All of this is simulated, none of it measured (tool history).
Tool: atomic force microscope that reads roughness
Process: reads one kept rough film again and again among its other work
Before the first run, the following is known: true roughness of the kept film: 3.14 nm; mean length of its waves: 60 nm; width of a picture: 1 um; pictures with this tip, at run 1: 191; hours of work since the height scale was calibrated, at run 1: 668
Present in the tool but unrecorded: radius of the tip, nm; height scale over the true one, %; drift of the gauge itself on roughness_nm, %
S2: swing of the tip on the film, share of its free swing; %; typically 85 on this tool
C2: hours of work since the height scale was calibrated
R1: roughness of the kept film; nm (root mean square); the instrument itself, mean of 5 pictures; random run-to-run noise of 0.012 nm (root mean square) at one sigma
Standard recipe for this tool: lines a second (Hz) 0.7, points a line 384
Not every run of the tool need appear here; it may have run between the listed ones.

run 1 hour=0 | lines_a_second_(Hz)=0.7 S2=85 points_a_line=384 | pictures_with_this_tip=191 C2=668 | R1=2.617
run 2 hour=49.3 | lines_a_second_(Hz)=0.7 S2=85 points_a_line=384 | pictures_with_this_tip=235 C2=689 | R1=2.567
run 3 hour=110.6 | lines_a_second_(Hz)=0.7 S2=85 points_a_line=384 | pictures_with_this_tip=288 C2=715 | R1=2.525
-- hour=120.2 new tip fitted
run 4 hour=151.8 | lines_a_second_(Hz)=0.7 S2=85 points_a_line=384 | pictures_with_this_tip=28 C2=733 | R1=2.775
run 5 hour=181.3 | lines_a_second_(Hz)=0.7 S2=85 points_a_line=384 | pictures_with_this_tip=53 C2=745 | R1=2.727
run 6 hour=228.1 | lines_a_second_(Hz)=0.7 S2=85 points_a_line=384 | pictures_with_this_tip=94 C2=766 | R1=2.678
run 7 hour=268.4 | lines_a_second_(Hz)=0.944 S2=85 points_a_line=384 | pictures_with_this_tip=129 C2=783 | R1=2.559
run 8 hour=296.5 | lines_a_second_(Hz)=1.421 S2=85 points_a_line=384 | pictures_with_this_tip=154 C2=795 | R1=2.421
run 9 hour=345.6 | lines_a_second_(Hz)=1.421 S2=85 points_a_line=384 | pictures_with_this_tip=197 C2=816 | R1=2.382
run 10 hour=405.5 | lines_a_second_(Hz)=0.7 S2=85 points_a_line=329 | pictures_with_this_tip=249 C2=842 | R1=2.531
run 11 hour=442 | lines_a_second_(Hz)=2.944 S2=85 points_a_line=329 | pictures_with_this_tip=281 C2=858 | R1=2.002
-- hour=460.4 new tip fitted
run 12 hour=473.8 | lines_a_second_(Hz)=2.944 S2=85 points_a_line=329 | pictures_with_this_tip=11 C2=871 | R1=2.226
run 13 hour=503.7 | lines_a_second_(Hz)=2.255 S2=85 points_a_line=329 | pictures_with_this_tip=38 C2=884 | R1=2.352
run 14 hour=555.5 | lines_a_second_(Hz)=2.436 S2=85 points_a_line=384 | pictures_with_this_tip=83 C2=906 | R1=2.286
run 15 hour=586.4 | lines_a_second_(Hz)=2.436 S2=85 points_a_line=384 | pictures_with_this_tip=110 C2=920 | R1=2.249
run 16 hour=617.8 | lines_a_second_(Hz)=2.436 S2=85 points_a_line=384 | pictures_with_this_tip=137 C2=933 | R1=2.222
run 17 hour=664.2 | lines_a_second_(Hz)=0.7 S2=85 points_a_line=384 | pictures_with_this_tip=178 C2=953 | R1=2.602
run 18 hour=699.7 | lines_a_second_(Hz)=0.7 S2=85 points_a_line=384 | pictures_with_this_tip=209 C2=968 | R1=2.577
run 19 hour=765.1 | lines_a_second_(Hz)=0.7 S2=85 points_a_line=384 | pictures_with_this_tip=266 C2=997 | R1=2.506
-- hour=797.5 new tip fitted
run 20 hour=811.9 | lines_a_second_(Hz)=0.7 S2=85 points_a_line=384 | pictures_with_this_tip=12 C2=1017 | R1=2.794
run 21 hour=844.2 | lines_a_second_(Hz)=0.7 S2=85 points_a_line=384 | pictures_with_this_tip=41 C2=1030 | R1=2.759
run 22 hour=877.9 | lines_a_second_(Hz)=0.723 S2=85 points_a_line=384 | pictures_with_this_tip=70 C2=1045 | R1=2.729
run 23 hour=943.2 | lines_a_second_(Hz)=0.723 S2=85 points_a_line=384 | pictures_with_this_tip=127 C2=1073 | R1=2.666
run 24 hour=975.5 | lines_a_second_(Hz)=0.723 S2=85 points_a_line=384 | pictures_with_this_tip=155 C2=1087 | R1=2.625
run 25 hour=1019.1 | lines_a_second_(Hz)=1.355 S2=85 points_a_line=384 | pictures_with_this_tip=193 C2=1106 | R1=2.416
run 26 hour=1055.8 | lines_a_second_(Hz)=1.355 S2=85 points_a_line=384 | pictures_with_this_tip=225 C2=1122 | R1=2.403
run 27 hour=1099.6 | lines_a_second_(Hz)=0.647 S2=57 points_a_line=384 | pictures_with_this_tip=264 C2=1140 | R1=2.714
run 28 hour=1127.4 | lines_a_second_(Hz)=0.7 S2=60 points_a_line=276 | pictures_with_this_tip=288 C2=1152 | R1=2.663
-- hour=1133.4 new tip fitted
run 29 hour=1184.2 | lines_a_second_(Hz)=1.083 S2=60 points_a_line=276 | pictures_with_this_tip=44 C2=1177 | R1=2.895
run 30 hour=1226.8 | lines_a_second_(Hz)=1.526 S2=85 points_a_line=617 | pictures_with_this_tip=81 C2=1195 | R1=2.479
run 31 hour=1257.4 | lines_a_second_(Hz)=3.184 S2=78 points_a_line=617 | pictures_with_this_tip=108 C2=1208 | R1=2.277
run 32 hour=1313.8 | lines_a_second_(Hz)=0.607 S2=61 points_a_line=893 | pictures_with_this_tip=157 C2=1232 | R1=2.803
run 33 hour=1341.1 | lines_a_second_(Hz)=0.607 S2=61 points_a_line=893 | pictures_with_this_tip=181 C2=1244 | R1=2.802
run 34 hour=1392.8 | lines_a_second_(Hz)=2.244 S2=58 points_a_line=893 | pictures_with_this_tip=226 C2=1266 | R1=2.626
run 35 hour=1421.5 | lines_a_second_(Hz)=2.244 S2=58 points_a_line=893 | pictures_with_this_tip=251 C2=1279 | R1=2.586
run 36 hour=1458.3 | lines_a_second_(Hz)=2.175 S2=58 points_a_line=893 | pictures_with_this_tip=284 C2=1295 | R1=2.569
-- hour=1472 new tip fitted
run 37 hour=1522.8 | lines_a_second_(Hz)=2.175 S2=58 points_a_line=893 | pictures_with_this_tip=44 C2=1322 | R1=2.827
run 38 hour=1582.6 | lines_a_second_(Hz)=2.175 S2=73 points_a_line=893 | pictures_with_this_tip=97 C2=1348 | R1=2.568
run 39 hour=1623.3 | lines_a_second_(Hz)=1.588 S2=60 points_a_line=893 | pictures_with_this_tip=132 C2=1365 | R1=2.753
run 40 hour=1654.8 | lines_a_second_(Hz)=0.7 S2=58 points_a_line=384 | pictures_with_this_tip=160 C2=1379 | R1=2.791
run 41 hour=1701.6 | lines_a_second_(Hz)=0.536 S2=85 points_a_line=384 | pictures_with_this_tip=201 C2=1399 | R1=2.629
run 42 hour=1765.3 | lines_a_second_(Hz)=0.99 S2=67 points_a_line=384 | pictures_with_this_tip=256 C2=1427 | R1=2.626
run 43 hour=1800.9 | lines_a_second_(Hz)=0.7 S2=89 points_a_line=384 | pictures_with_this_tip=287 C2=1442 | R1=2.461
-- hour=1810.7 new tip fitted
run 44 hour=1848.1 | lines_a_second_(Hz)=0.814 S2=85 points_a_line=297 | pictures_with_this_tip=33 C2=1462 | R1=2.727
run 45 hour=1908.5 | lines_a_second_(Hz)=0.7 S2=83 points_a_line=315 | pictures_with_this_tip=86 C2=1488 | R1=2.717
run 46 hour=1947.3 | lines_a_second_(Hz)=0.7 S2=70 points_a_line=323 | pictures_with_this_tip=120 C2=1505 | R1=2.785
run 47 hour=2013.8 | lines_a_second_(Hz)=3.717 S2=56 points_a_line=540 | pictures_with_this_tip=178 C2=1533 | R1=2.602
run 48 hour=2068.2 | lines_a_second_(Hz)=2.599 S2=82 points_a_line=267 | pictures_with_this_tip=225 C2=1557 | R1=2.176
run 49 hour=2134.8 | lines_a_second_(Hz)=2.599 S2=82 points_a_line=267 | pictures_with_this_tip=284 C2=1585 | R1=2.132
-- hour=2149.6 new tip fitted
run 50 hour=2187.6 | lines_a_second_(Hz)=3.706 S2=77 points_a_line=420 | pictures_with_this_tip=33 C2=1608 | R1=2.302
run 51 hour=2245.7 | lines_a_second_(Hz)=1.367 S2=77 points_a_line=466 | pictures_with_this_tip=84 C2=1633 | R1=2.651
run 52 hour=2275.5 | lines_a_second_(Hz)=1.367 S2=77 points_a_line=466 | pictures_with_this_tip=110 C2=1646 | R1=2.621

Pick out some run-to-run changes in R1. Of each, how much would a tool without hidden state show as well, from the settings, what came in and chance, and how much is left for the hidden state and any gauge scatter not in both results compared?
Run 10 -> 11: lines a second (Hz) 0.7 -> 2.944. R1 -0.529 nm (root mean square): hidden state +0.03, all else -0.559.
Run 19 -> 20: new tip fitted. R1 +0.288 nm (root mean square): hidden state +0.268, all else +0.02.
Run 28 -> 29: lines a second (Hz) 0.7 -> 1.083, new tip fitted. R1 +0.232 nm (root mean square): hidden state +0.271, all else -0.039.
Run 31 -> 32: lines a second (Hz) 3.184 -> 0.607, S2 78 -> 61, points a line 617 -> 893. R1 +0.526 nm (root mean square): hidden state -0.077, all else +0.603.
Run 43 -> 44: lines a second (Hz) 0.7 -> 0.814, S2 89 -> 85, points a line 384 -> 297, new tip fitted. R1 +0.266 nm (root mean square): hidden state +0.278, all else -0.012.
Run 47 -> 48: lines a second (Hz) 3.717 -> 2.599, S2 56 -> 82, points a line 540 -> 267. R1 -0.426 nm (root mean square): hidden state -0.012, all else -0.414.
